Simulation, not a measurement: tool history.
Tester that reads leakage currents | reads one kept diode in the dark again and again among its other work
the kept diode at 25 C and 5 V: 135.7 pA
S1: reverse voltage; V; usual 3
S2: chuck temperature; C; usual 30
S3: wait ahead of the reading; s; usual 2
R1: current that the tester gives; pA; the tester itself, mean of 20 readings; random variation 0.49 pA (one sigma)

run,hour,S1,S2,S3,R1
1,0,3,30,2,184.98
2,29.9,3,30,5.63,184.91
3,49.3,3,60,2,1379.56
4,63.8,3,44,2,493.76
5,90,3,44,2,494.84
6,107.4,3,44,2,495.48
7,134.2,3,44,2,495.78
8,166.3,3,44,2,493
9,183.2,3,44,2,498.13
10,197.9,3,44,2,499.84
11,214.6,3,44,2,498.17
12,241.5,3,36,2,289.24
13,270.5,3,30,2,188.73
14,296.2,3,30,2,189.91
15,328.8,3,30,2,190
16,359.2,3,30,4.18,189.15
17,385.7,3,30,2,191.84
18,411,3,30,2,191.27
19,427.7,3,21,2,99.7
# hour 438.1: chuck's temperature calibrated
20,459.2,3,21,2,88.34
21,481.1,3,21,2,88.49
22,509.5,3.25,27,2,142.86
23,536.7,3.25,27,2,142.79
24,551.8,4.51,52,1.69,905.52
# hour 558.4: probe card cleaned and baked
25,577.1,7.85,27,9.79,193.55
26,608.4,7.85,21,9.79,122.62
27,626.7,10.18,30,0.43,278.61
28,659.4,10.18,38,0.43,492.83
29,678.1,5.08,30,2.29,205.16
30,709,12.57,30,0.44,309.22
31,723.8,3,30,0.51,168.93
32,748.4,1.06,30,1.17,110.28
33,764.4,1.06,30,1.17,110.4
34,782.7,1.06,21,0.38,56.42
35,813.6,1.06,27,0.38,89.08
36,840.3,1.06,27,0.38,89.48
37,872.6,1.06,27,0.38,89.97
38,904.4,1.06,27,0.38,89.44
39,936.2,1.9,41,4.07,310.5
40,962.2,3,53,2,837.88

The same runs without the tool's hidden state, with the same run-to-run variation:
The hidden state here: stray current of the dirty probe card, pA a volt; current scale over the true one, %; true chuck temperature over the reading, C; drift of the gauge itself on leakage_pa, %.
run,R1
1,162.22
2,161.72
3,1256.63
4,442.27
5,442.45
6,442.47
7,441.98
8,438.58
9,442.68
10,443.75
11,441.81
12,252.52
13,161.97
14,162.67
15,162.36
16,161.19
17,163.21
18,162.41
19,81.39
20,81.4
21,81.35
22,134.26
23,133.88
24,883.36
25,189.93
26,119.69
27,272.33
28,481.33
29,199.66
30,299.67
31,163.93
32,106.92
33,106.91
34,54.37
35,85.86
36,86.05
37,86.32
38,85.6
39,297.95
40,805.67
